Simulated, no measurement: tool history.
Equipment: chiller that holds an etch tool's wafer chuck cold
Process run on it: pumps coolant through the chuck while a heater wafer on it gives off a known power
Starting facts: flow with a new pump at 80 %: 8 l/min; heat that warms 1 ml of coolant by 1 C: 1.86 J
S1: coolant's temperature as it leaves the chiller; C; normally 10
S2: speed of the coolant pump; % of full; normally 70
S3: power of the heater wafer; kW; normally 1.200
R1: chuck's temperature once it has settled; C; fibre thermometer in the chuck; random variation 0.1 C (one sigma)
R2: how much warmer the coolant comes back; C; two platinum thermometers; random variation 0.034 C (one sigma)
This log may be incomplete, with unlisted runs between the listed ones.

{"run": 1, "hour": 0.0, "S1": 10, "S2": 70, "S3": 1.2, "R1": 19.8, "R2": 5.48}
{"run": 2, "hour": 52.2, "S1": 10, "S2": 70, "S3": 0.699, "R1": 15.8, "R2": 3.22}
{"run": 3, "hour": 133.0, "S1": 10, "S2": 70, "S3": 0.699, "R1": 15.6, "R2": 3.25}
{"run": 4, "hour": 187.3, "S1": 10, "S2": 70, "S3": 0.699, "R1": 15.9, "R2": 3.27}
{"run": 5, "hour": 265.9, "S1": 10, "S2": 70, "S3": 1.511, "R1": 22.2, "R2": 6.97}
{"run": 6, "hour": 347.0, "S1": 10, "S2": 70, "S3": 1.511, "R1": 22.4, "R2": 6.97}
{"run": 7, "hour": 385.0, "S1": 10, "S2": 70, "S3": 1.511, "R1": 22.2, "R2": 6.86}
{"run": 8, "hour": 472.4, "S1": 10, "S2": 70, "S3": 1.087, "R1": 18.8, "R2": 5.08}
{"run": 9, "hour": 526.0, "S1": 10, "S2": 70, "S3": 1.087, "R1": 18.9, "R2": 4.98}
{"run": 10, "hour": 604.0, "S1": 10, "S2": 82, "S3": 1.2, "R1": 18.9, "R2": 4.75}
{"run": 11, "hour": 662.3, "S1": 19, "S2": 72, "S3": 1.35, "R1": 29.7, "R2": 5.99}
{"run": 12, "hour": 704.4, "S1": 10, "S2": 84, "S3": 0.637, "R1": 14.6, "R2": 2.46}
{"run": 13, "hour": 768.1, "S1": 6, "S2": 86, "S3": 0.612, "R1": 10.3, "R2": 2.28}
{"run": 14, "hour": 851.8, "S1": 6, "S2": 86, "S3": 0.612, "R1": 10.5, "R2": 2.32}
{"run": 15, "hour": 918.1, "S1": 10, "S2": 90, "S3": 0.83, "R1": 15.7, "R2": 3.03}
{"run": 16, "hour": 973.1, "S1": 10, "S2": 90, "S3": 0.83, "R1": 15.7, "R2": 2.95}
{"run": 17, "hour": 1017.2, "S1": 3, "S2": 81, "S3": 1.013, "R1": 10.2, "R2": 3.99}

Predict each of these 4 candidate next runs independently; none follows another, all start after run 17:
{"run": "A", "hour": 1075.7, "S1": 3, "S2": 63, "S3": 0.951, "R1": "?", "R2": "?"}
{"run": "B", "hour": 1075.7, "S1": 10, "S2": 70, "S3": 0.617, "R1": "?", "R2": "?"}
{"run": "C", "hour": 1075.7, "S1": 13, "S2": 68, "S3": 0.663, "R1": "?", "R2": "?"}
{"run": "D", "hour": 1075.7, "S1": 19, "S2": 70, "S3": 0.712, "R1": "?", "R2": "?"}

run=A R1=11.3 R2=4.86
run=B R1=15.2 R2=2.83
run=C R1=18.6 R2=3.17
run=D R1=24.8 R2=3.22
Take away the tool's hidden state, keep each run's random variation, and the runs would have read:
run=A R1=11.3 R2=4.86
run=B R1=15.2 R2=2.83
run=C R1=18.6 R2=3.17
run=D R1=24.8 R2=3.22
